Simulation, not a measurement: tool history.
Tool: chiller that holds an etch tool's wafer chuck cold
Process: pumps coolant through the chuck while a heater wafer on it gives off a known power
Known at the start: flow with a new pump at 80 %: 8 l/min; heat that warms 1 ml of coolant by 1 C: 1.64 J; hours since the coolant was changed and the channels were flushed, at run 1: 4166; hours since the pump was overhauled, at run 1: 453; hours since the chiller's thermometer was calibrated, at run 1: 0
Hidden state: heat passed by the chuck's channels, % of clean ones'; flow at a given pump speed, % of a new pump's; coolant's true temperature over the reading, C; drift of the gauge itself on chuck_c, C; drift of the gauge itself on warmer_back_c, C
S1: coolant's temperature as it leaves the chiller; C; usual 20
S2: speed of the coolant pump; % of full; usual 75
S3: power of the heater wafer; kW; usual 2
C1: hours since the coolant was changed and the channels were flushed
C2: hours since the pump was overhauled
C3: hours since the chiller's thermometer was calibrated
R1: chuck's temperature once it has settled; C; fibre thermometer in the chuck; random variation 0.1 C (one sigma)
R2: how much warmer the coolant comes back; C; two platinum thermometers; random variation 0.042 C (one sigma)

{"run": 1, "hour": 0.0, "S1": 20, "S2": 75, "S3": 2, "C1": 4166, "C2": 453, "C3": 0, "R1": 46.7, "R2": 9.83}
{"run": 2, "hour": 45.1, "S1": 23, "S2": 75, "S3": 2, "C1": 4211, "C2": 498, "C3": 45, "R1": 49.8, "R2": 9.8}
{"run": 3, "hour": 85.4, "S1": 23, "S2": 75, "S3": 2, "C1": 4251, "C2": 539, "C3": 85, "R1": 49.6, "R2": 9.86}
{"run": 4, "hour": 133.5, "S1": 23, "S2": 75, "S3": 2, "C1": 4299, "C2": 587, "C3": 134, "R1": 49.8, "R2": 9.79}
{"run": 5, "hour": 167.8, "S1": 23, "S2": 75, "S3": 1.026, "C1": 4334, "C2": 621, "C3": 168, "R1": 36.8, "R2": 4.98}
{"run": 6, "hour": 223.5, "S1": 23, "S2": 75, "S3": 1.573, "C1": 4389, "C2": 677, "C3": 223, "R1": 44, "R2": 7.76}
{"run": 7, "hour": 267.2, "S1": 23, "S2": 75, "S3": 1.573, "C1": 4433, "C2": 720, "C3": 267, "R1": 44.1, "R2": 7.73}
{"run": 8, "hour": 297.4, "S1": 23, "S2": 75, "S3": 1.573, "C1": 4463, "C2": 751, "C3": 297, "R1": 44.3, "R2": 7.72}
{"run": 9, "hour": 352.8, "S1": 23, "S2": 75, "S3": 1.573, "C1": 4519, "C2": 806, "C3": 353, "R1": 44.2, "R2": 7.74}
{"run": 10, "hour": 396.1, "S1": 23, "S2": 75, "S3": 1.573, "C1": 4562, "C2": 849, "C3": 396, "R1": 44.3, "R2": 7.75}
{"run": 11, "hour": 443.4, "S1": 20, "S2": 75, "S3": 2, "C1": 4609, "C2": 897, "C3": 443, "R1": 46.9, "R2": 9.83}
{"run": 12, "hour": 473.4, "S1": 20, "S2": 75, "S3": 2, "C1": 4639, "C2": 927, "C3": 473, "R1": 47.1, "R2": 9.94}
{"run": 13, "hour": 527.8, "S1": 20, "S2": 62, "S3": 2, "C1": 4694, "C2": 981, "C3": 528, "R1": 52.3, "R2": 11.95}
{"run": 14, "hour": 581.8, "S1": 20, "S2": 75, "S3": 1.564, "C1": 4748, "C2": 1035, "C3": 582, "R1": 41.1, "R2": 7.73}
{"run": 15, "hour": 623.6, "S1": 20, "S2": 75, "S3": 2, "C1": 4789, "C2": 1077, "C3": 624, "R1": 47.1, "R2": 9.94}
{"run": 16, "hour": 674.3, "S1": 16, "S2": 75, "S3": 2, "C1": 4840, "C2": 1127, "C3": 674, "R1": 43.3, "R2": 10.03}

The next listed run, before its measurement:
{"run": 17, "hour": 704.2, "S1": 21, "S2": 71, "S3": 2, "C1": 4870, "C2": 1157, "C3": 704, "R1": "?", "R2": "?"}

Run 17 gave R1 49.6 C, R2 10.51 C.
Without the tool's hidden state the same run would have given R1 46.1 C, R2 10.32 C.

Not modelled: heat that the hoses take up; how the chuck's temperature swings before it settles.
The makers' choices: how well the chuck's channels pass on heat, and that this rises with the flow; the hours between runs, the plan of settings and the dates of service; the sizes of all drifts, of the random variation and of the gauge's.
